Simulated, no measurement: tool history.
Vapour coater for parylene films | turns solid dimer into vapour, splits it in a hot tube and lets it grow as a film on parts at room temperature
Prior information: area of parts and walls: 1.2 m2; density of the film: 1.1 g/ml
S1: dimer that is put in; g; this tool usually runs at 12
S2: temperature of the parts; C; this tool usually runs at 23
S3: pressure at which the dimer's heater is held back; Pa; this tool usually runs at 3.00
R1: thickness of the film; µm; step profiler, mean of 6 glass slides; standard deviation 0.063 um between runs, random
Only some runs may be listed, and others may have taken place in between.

run     day  S1  S2     S3     R1
  1   0.000  12  23   3.00   6.68
  2   1.150  12  23   3.00   6.56
  3   2.983  12  23   3.00   6.55
  4   4.908  12  23   4.16   6.24
  5   6.925  12  21   3.00   7.05
  6   8.196  12  21   3.00   7.00
  7   9.554  12  21   3.00   6.79
     11.254  -- trap's valve overhauled
  8  11.454  12  21   3.00   8.02
  9  12.758  12  21   3.00   7.93
 10  14.312  12  23   2.66   7.33
 11  15.412  12  23   2.66   7.33
 12  17.429  12  23   2.66   7.26
 13  19.346  12  23   2.66   7.16
 14  21.538  12  23   2.66   7.06
 15  22.517  12  23   2.66   7.09
 16  24.446  12  23   2.66   6.87
 17  26.046  12  23   2.66   6.94
 18  27.888  12  23   2.66   6.90
 19  28.858  12  23   3.00   6.77
 20  29.800  12  23   3.00   6.53
 21  31.996  12  23   4.79   6.31
 22  33.825  12  23   3.00   6.49
 23  35.517  12  33   3.00   4.10
 24  36.912  12  23   3.00   6.44
 25  38.058  12  23   3.00   6.25
 26  39.833  12  31   3.00   4.44
 27  40.946  12  34   4.37   3.66
 28  42.146  12  31   3.57   4.24
 29  43.554  15  16   3.49   9.54
     44.838  -- trap's valve overhauled
 30  45.458  10  16   7.92   7.47
 31  47.012  12  22   3.00   7.43
 32  48.788  12  22   3.00   7.30
 33  49.712   9  16   5.26   6.57
 34  51.554   9  17   3.00   6.45
 35  53.733   9  17   3.00   6.48
 36  55.283   9  17   3.00   6.36
 37  56.962  12  23   3.87   6.64
 38  59.004  12  23   3.87   6.53
 39  60.217  18  22  10.46   9.25
 40  61.275  20  22   4.78  11.13
 41  62.546  20  22   4.78  11.00
 42  64.617  20  22   4.78  10.78
 43  66.629  20  22   4.78  10.79
 44  67.867  15  31   4.78   5.38
 45  69.817   6  23   2.82   3.18
 46  71.862   6  23   3.00   3.14
 47  73.092   6  23   3.00   3.08
     73.742  -- table's thermometer calibrated
 48  75.242   6  23   3.00   3.27

3 options for the next run, each taken on its own from the tool as it stands now. Forecast them:
  A  76.600   6  24  5.48   ?
  B  76.600  19  23  4.73   ?
  C  76.600   6  29  3.00   ?

run     R1
  A   2.94
  B  10.01
  C   2.44
Stripped of hidden state, with their random variation kept, the same runs would have yielded:
run     R1
  A   3.43
  B  11.66
  C   2.85
